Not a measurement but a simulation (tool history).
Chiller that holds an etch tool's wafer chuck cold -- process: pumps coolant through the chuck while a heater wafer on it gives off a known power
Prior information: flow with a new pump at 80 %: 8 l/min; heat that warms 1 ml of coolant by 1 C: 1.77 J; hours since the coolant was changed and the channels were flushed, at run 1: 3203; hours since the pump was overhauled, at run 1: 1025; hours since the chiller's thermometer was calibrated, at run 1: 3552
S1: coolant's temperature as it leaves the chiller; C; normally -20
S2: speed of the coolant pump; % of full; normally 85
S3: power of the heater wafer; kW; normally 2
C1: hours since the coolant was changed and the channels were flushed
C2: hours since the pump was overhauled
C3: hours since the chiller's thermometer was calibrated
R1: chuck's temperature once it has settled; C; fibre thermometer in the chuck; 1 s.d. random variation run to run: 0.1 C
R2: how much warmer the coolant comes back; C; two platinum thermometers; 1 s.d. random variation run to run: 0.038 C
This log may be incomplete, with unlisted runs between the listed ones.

run    hour   S1   S2     S3    C1    C2    C3    R1     R2
  1       0  -20   85      2  3203  1025  3552  -2.5   7.98
  2    36.2  -17   85      2  3239  1061  3588   0.4   8.07
  3    82.6  -20   85  2.772  3285  1108  3635   3.8  11.07
  4   139.4  -20   85      2  3342  1165  3692  -2.7   8.06
  5   193.6  -20   85      2  3396  1219  3746  -2.8   8.07
  6   251.7  -20   85      2  3454  1277  3804  -2.5   8.12
  7   288.7  -20   85  2.268  3492  1314  3841  -0.3    9.1
  8   346.5  -20   85  2.268  3549  1372  3899  -0.3   9.15
  9   385.5  -20   85  2.268  3588  1411  3938  -0.3   9.14
 10   424.1  -20   85  2.268  3627  1449  3976  -0.3   9.22
 11   467.6  -20   85  2.268  3670  1493  4020  -0.5   9.14
 12   492.4  -20   85  2.268  3695  1518  4045  -0.2   9.18
 13   529.7  -20   85  1.167  3733  1555  4082  -9.8    4.8
 14   556.7  -20   85  1.167  3760  1582  4109  -9.9   4.73
 15   600.5  -20   85  1.167  3803  1626  4153   -10   4.77
 16     639  -27   85      2  3842  1664  4191  -9.7   8.05
 17   687.3  -27   85      2  3890  1712  4239  -9.4   8.21
 18   723.2  -28   62  2.778  3926  1748  4275   4.4  15.54
 19   749.4  -28   62  2.778  3952  1775  4302   4.5  15.43
 20   793.8  -28   77  1.891  3997  1819  4346  -9.6   8.52
 21   835.6  -28   77  1.891  4038  1861  4388  -9.9   8.54
 22   894.6  -28   77  1.891  4097  1920  4447  -9.9   8.51
 23   948.5  -20   93  2.873  4151  1974  4501   2.9  10.65
 24  1004.3  -16   83  1.105  4207  2029  4556  -6.3    4.7
 25    1031  -20   74  1.201  4234  2056  4583  -8.1   5.69
 26  1077.5  -20   74  1.201  4280  2103  4630  -8.2    5.7
 27  1135.9  -18   62  1.201  4339  2161  4688  -3.8   6.84
     1154.9  -- gauge calibrated
 28  1168.6  -18   62  1.201  4371  2194  4721  -3.9   6.59
 29  1205.4  -22   87   1.64  4408  2231  4758  -8.2   6.43
 30    1241  -22   87   1.64  4444  2266  4793  -8.2   6.42
 31  1270.8  -19   96   1.64  4474  2296  4823  -6.2   5.79
 32  1319.4  -19   96   1.64  4522  2345  4872  -6.2   5.82
 33  1348.6  -20  100  1.645  4551  2374  4901  -7.8   5.63

A few steps of R2 between consecutive runs. Split each: what settings, incoming material and random variation would produce without the hidden state, and what is left over for the hidden state, along with gauge scatter present in only one of the two compared results (measured, and without hidden state):
Unlogged tool condition in this case: heat passed by the chuck's channels, % of clean ones'; flow at a given pump speed, % of a new pump's; coolant's true temperature over the reading, C; drift of the gauge itself on chuck_c, C; drift of the gauge itself on warmer_back_c, C.
Run 4 -> 5: no setting changed, nothing entered. R2 +0.01 C: hidden state +0.02, all else -0.01.
Run 7 -> 8: no setting changed, nothing entered. R2 +0.05 C: hidden state +0.02, all else +0.03.
Run 17 -> 18: S1 -27 -> -28, S2 85 -> 62, S3 2 -> 2.778. R2 +7.33 C: hidden state +0, all else +7.33.
Run 19 -> 20: S2 62 -> 77, S3 2.778 -> 1.891. R2 -6.91 C: hidden state +0.02, all else -6.93.
Run 23 -> 24: S1 -20 -> -16, S2 93 -> 83, S3 2.873 -> 1.105. R2 -5.95 C: hidden state +0.02, all else -5.97.
Run 27 -> 28: gauge calibrated. R2 -0.25 C: hidden state -0.22, all else -0.03.
